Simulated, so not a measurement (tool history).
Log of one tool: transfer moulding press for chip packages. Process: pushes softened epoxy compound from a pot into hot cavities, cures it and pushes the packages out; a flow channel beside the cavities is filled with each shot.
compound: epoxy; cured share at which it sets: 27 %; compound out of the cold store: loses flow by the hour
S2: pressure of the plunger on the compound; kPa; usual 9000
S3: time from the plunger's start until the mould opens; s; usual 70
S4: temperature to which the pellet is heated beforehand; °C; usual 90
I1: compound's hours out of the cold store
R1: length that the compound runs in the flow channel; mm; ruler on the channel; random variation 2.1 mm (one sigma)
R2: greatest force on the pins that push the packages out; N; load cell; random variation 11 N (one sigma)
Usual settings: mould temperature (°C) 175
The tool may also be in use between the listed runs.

Run 1, day 0.000: usual settings; I1 42.5. Result: R1 672 mm, R2 461 N.
At day 1.088: cavities cleaned with cleaning compound and waxed.
Run 2, day 1.267: usual settings; I1 32.0. Result: R1 720 mm, R2 489 N.
Run 3, day 2.975: usual settings; I1 45.9. Result: R1 657 mm, R2 460 N.
At day 3.342: cavities cleaned with cleaning compound and waxed.
Run 4, day 4.021: usual settings; I1 21.6. Result: R1 769 mm, R2 520 N.
At day 4.562: plunger's sealing rings changed.
At day 5.712: cavities cleaned with cleaning compound and waxed.
Run 5, day 5.712: usual settings but mould temperature (°C) 171; I1 15.3. Result: R1 811 mm, R2 682 N.
At day 7.950: cavities cleaned with cleaning compound and waxed.
Run 6, day 7.950: usual settings; I1 24.0. Result: R1 759 mm, R2 515 N.
Run 7, day 9.554: usual settings; I1 30.1. Result: R1 732 mm, R2 483 N.
At day 10.150: cavities cleaned with cleaning compound and waxed.
Run 8, day 11.725: usual settings; I1 30.7. Result: R1 723 mm, R2 454 N.
At day 12.012: plunger's sealing rings changed.
At day 12.446: cavities cleaned with cleaning compound and waxed.
Run 9, day 13.367: usual settings; I1 18.5. Result: R1 790 mm, R2 516 N.
At day 14.642: cavities cleaned with cleaning compound and waxed.
Run 10, day 14.675: usual settings; I1 26.2. Result: R1 748 mm, R2 492 N.
Run 11, day 16.304: usual settings; I1 47.3. Result: R1 650 mm, R2 444 N.
At day 16.792: cavities cleaned with cleaning compound and waxed.
Run 12, day 17.688: usual settings; I1 34.2. Result: R1 707 mm, R2 481 N.
Run 13, day 18.617: usual settings but S4 97 °C; I1 47.7. Result: R1 652 mm, R2 448 N.
At day 18.983: cavities cleaned with cleaning compound and waxed.
At day 19.450: plunger's sealing rings changed.
Run 14, day 20.012: usual settings but S2 9370 kPa; I1 43.4. Result: R1 683 mm, R2 443 N.
At day 21.400: cavities cleaned with cleaning compound and waxed.
Run 15, day 22.171: usual settings but S2 9370 kPa; I1 41.3. Result: R1 692 mm, R2 444 N.
At day 23.667: cavities cleaned with cleaning compound and waxed.
Run 16, day 23.704: usual settings but mould temperature (°C) 173, S2 10080 kPa; I1 32.9. Result: R1 762 mm, R2 539 N.
At day 25.817: cavities cleaned with cleaning compound and waxed.
Run 17, day 25.817: usual settings but mould temperature (°C) 173, S2 10080 kPa; I1 18.2. Result: R1 835 mm, R2 585 N.
At day 26.808: plunger's sealing rings changed.
Run 18, day 26.962: usual settings but mould temperature (°C) 176, S3 74 s, S4 93 °C; I1 24.0. Result: R1 759 mm, R2 403 N.

The next listed run, before its measurement:
At day 28.071: cavities cleaned with cleaning compound and waxed.
Run 19, day 28.583: usual settings but mould temperature (°C) 179, S2 9750 kPa, S4 81 °C; I1 31.0. Result: R1 ?, R2 ?.

R1: 749 mm
R2: 393 N
Without the tool's hidden state the same run would have given R1 750 mm, R2 392 N.
